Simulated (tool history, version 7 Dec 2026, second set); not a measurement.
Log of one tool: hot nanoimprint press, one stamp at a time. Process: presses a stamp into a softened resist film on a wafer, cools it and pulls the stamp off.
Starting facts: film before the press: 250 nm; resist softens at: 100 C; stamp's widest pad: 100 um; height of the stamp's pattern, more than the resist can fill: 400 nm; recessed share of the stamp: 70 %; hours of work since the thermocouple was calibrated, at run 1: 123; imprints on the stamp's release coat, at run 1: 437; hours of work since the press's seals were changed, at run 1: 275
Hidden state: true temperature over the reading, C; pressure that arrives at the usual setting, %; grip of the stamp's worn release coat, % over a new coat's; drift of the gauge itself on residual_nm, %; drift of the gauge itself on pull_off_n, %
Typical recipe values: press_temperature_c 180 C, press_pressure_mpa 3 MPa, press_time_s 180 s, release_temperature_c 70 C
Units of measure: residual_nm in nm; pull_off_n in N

run	day	press_temperature_c	press_pressure_mpa	press_time_s	release_temperature_c	hours of work since the thermocouple was calibrated	imprints on the stamp's release coat	hours of work since the press's seals were changed	residual_nm	pull_off_n
1	0	180	3	180	70	123	437	275	121.8	184
2	0.621	180	3	180	70	132	508	284	122.1	180
3	1.788	180	3	180	70	149	642	301	121.8	181
4	2.471	180	3	180	70	159	720	311	122.3	183
5	3.054	177	3	180	70	168	787	320	134.4	178
6	3.733	177	3	180	70	178	864	330	135.2	173
7	4.504	177	3	180	70	189	952	341	135	178
# day 5.633: stamp cleaned and given a new release coat
8	5.633	180	3	180	70	202	0	353	123.1	185
9	6.467	180	3	276	70	214	96	366	106.3	186
10	7.246	180	3	276	70	225	185	377	105.9	174
11	8.138	180	3	180	63	238	286	390	123.1	205
12	9.079	180	3	180	63	252	394	404	123.1	197
13	10.204	180	3	180	63	268	523	420	123.2	202
14	11.029	180	3	180	63	280	617	432	123.8	206
15	12.079	180	3	180	70	295	737	447	123.3	176
16	12.579	180	3.6	180	70	302	794	454	112.5	177
17	13.8	180	3.6	180	70	320	934	472	112.6	174
# day 15.158: stamp cleaned and given a new release coat
18	15.25	180	3.6	180	70	338	11	489	112.9	179
19	16.396	180	3.6	180	70	354	142	506	113.6	170
# day 16.696: plate thermocouple calibrated
20	17.05	180	3.6	180	70	5	202	514	113.2	174
21	17.746	180	3.6	180	70	15	281	524	113.2	169
22	18.675	169	4.03	98	63	29	388	537	182.2	202
23	19.429	169	4.03	98	63	40	474	548	183.9	205
24	20.096	172	4.12	192	66	49	550	558	136.8	195
25	20.762	169	3	180	76	59	626	568	176.7	152
# day 21.042: gauge calibrated
26	21.638	169	4.6	180	62	72	726	580	144.1	199
27	22.571	187	2.32	180	70	85	833	594	110.8	180
28	23.358	180	3	220	62	97	923	605	114.2	202
29	24.267	180	3	220	62	110	1027	619	114.5	202

Here are 5 independent what-if runs from the current tool condition. What would each one return?
# day 24.796: stamp cleaned and given a new release coat
A	25.571	184	3	220	62	125	89	634	?	?
# day 24.796: stamp cleaned and given a new release coat
B	25.571	177	3	180	70	125	89	634	?	?
# day 24.796: stamp cleaned and given a new release coat
C	25.571	180	3	288	62	125	89	634	?	?
# day 24.796: stamp cleaned and given a new release coat
D	25.571	180	3.19	94	73	125	89	634	?	?
# day 24.796: stamp cleaned and given a new release coat
E	25.571	180	2.15	188	62	125	89	634	?	?

run	residual_nm	pull_off_n
A	99.5	214
B	135.1	181
C	104.1	211
D	144.9	166
E	142	210
What these runs would have given with no unlogged condition in the tool:
run	residual_nm	pull_off_n
A	98.9	214
B	134.3	181
C	103.4	210
D	143.9	166
E	141.1	210
